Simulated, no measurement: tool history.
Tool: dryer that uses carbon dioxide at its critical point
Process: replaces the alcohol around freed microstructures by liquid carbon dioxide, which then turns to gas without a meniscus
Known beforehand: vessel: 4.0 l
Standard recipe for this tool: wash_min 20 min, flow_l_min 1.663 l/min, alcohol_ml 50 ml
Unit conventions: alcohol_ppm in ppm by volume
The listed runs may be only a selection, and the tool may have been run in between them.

| run | day | wash_min | flow_l_min | alcohol_ml | alcohol_ppm |
|---|---|---|---|---|---|
| 1 | 0 | 20 | 1.663 | 50 | 60 |
| 2 | 0.85 | 20 | 1.663 | 50 | 54 |
| 3 | 1.754 | 20 | 1.663 | 50 | 55 |
| 4 | 2.629 | 20 | 1.663 | 22 | 54 |
| 5 | 3.604 | 20 | 1.663 | 39 | 61 |
|  | 4.196 | inlet filter changed |
| 6 | 4.842 | 20 | 2.4 | 50 | 45 |
| 7 | 5.579 | 20 | 2.4 | 50 | 44 |
| 8 | 7.012 | 20 | 2.4 | 50 | 44 |
| 9 | 7.704 | 20 | 2.4 | 50 | 46 |
| 10 | 8.646 | 20 | 2.4 | 50 | 55 |
| 11 | 9.75 | 20 | 2.4 | 50 | 52 |
| 12 | 10.492 | 20 | 2.4 | 50 | 54 |
| 13 | 11.904 | 20 | 2.4 | 50 | 59 |
|  | 12.567 | inlet filter changed |
| 14 | 13.017 | 20 | 2.4 | 50 | 60 |
| 15 | 14.567 | 20 | 1.663 | 50 | 83 |
| 16 | 15.25 | 20 | 2.06 | 50 | 72 |
| 17 | 16.85 | 20 | 1.64 | 50 | 99 |
| 18 | 18.296 | 20 | 1.4 | 50 | 144 |
| 19 | 19.396 | 20 | 1.4 | 50 | 140 |
| 20 | 20.638 | 20 | 1.4 | 50 | 148 |
|  | 20.892 | inlet filter changed |
| 21 | 21.608 | 20 | 1.663 | 50 | 94 |
| 22 | 22.571 | 20 | 1.663 | 79 | 102 |
| 23 | 24.154 | 20 | 1.39 | 79 | 193 |
| 24 | 25.246 | 21 | 2.13 | 79 | 83 |
| 25 | 26.604 | 21 | 2.13 | 79 | 84 |
| 26 | 27.65 | 13 | 2.13 | 79 | 193 |
| 27 | 28.312 | 13 | 1.32 | 24 | 352 |
|  | 29.271 | inlet filter changed |
| 28 | 29.558 | 13 | 1.32 | 24 | 312 |
| 29 | 30.596 | 19 | 1.06 | 26 | 249 |
| 30 | 31.662 | 20 | 1.663 | 50 | 110 |
| 31 | 32.579 | 31 | 1.96 | 37 | 96 |
| 32 | 34.142 | 17 | 1.11 | 105 | 939 |
| 33 | 35.367 | 20 | 1.663 | 101 | 159 |
| 34 | 36.442 | 16 | 2.36 | 66 | 121 |
|  | 37.638 | inlet filter changed |
| 35 | 37.921 | 14 | 1.99 | 35 | 148 |
| 36 | 39.071 | 29 | 2.03 | 51 | 111 |
| 37 | 40.558 | 23 | 1.97 | 100 | 111 |
| 38 | 41.462 | 23 | 1.97 | 100 | 112 |
| 39 | 42.329 | 13 | 1.97 | 29 | 179 |
| 40 | 43.825 | 18 | 2.15 | 60 | 123 |
| 41 | 44.858 | 18 | 2.15 | 60 | 125 |
|  | 46.042 | inlet filter changed |
| 42 | 46.046 | 18 | 2.16 | 29 | 125 |
| 43 | 47.129 | 18 | 2.16 | 29 | 135 |
| 44 | 48.025 | 18 | 2.16 | 29 | 132 |
| 45 | 49.129 | 18 | 2.18 | 50 | 141 |
| 46 | 49.979 | 31 | 1.84 | 50 | 134 |

Forecast each of these 5 alternatives for the next run:
| A | 51.475 | 13 | 1 | 118 | ? |
| B | 51.475 | 12 | 1.59 | 76 | ? |
| C | 51.475 | 28 | 1.52 | 50 | ? |
| D | 51.475 | 16 | 1.03 | 90 | ? |
| E | 51.475 | 28 | 1.44 | 29 | ? |

| run | alcohol_ppm |
|---|---|
| A | 3016 |
| B | 671 |
| C | 139 |
| D | 1307 |
| E | 134 |
What these runs would have given with no unlogged condition in the tool:
| run | alcohol_ppm |
|---|---|
| A | 2541 |
| B | 450 |
| C | 9 |
| D | 1002 |
| E | 4 |
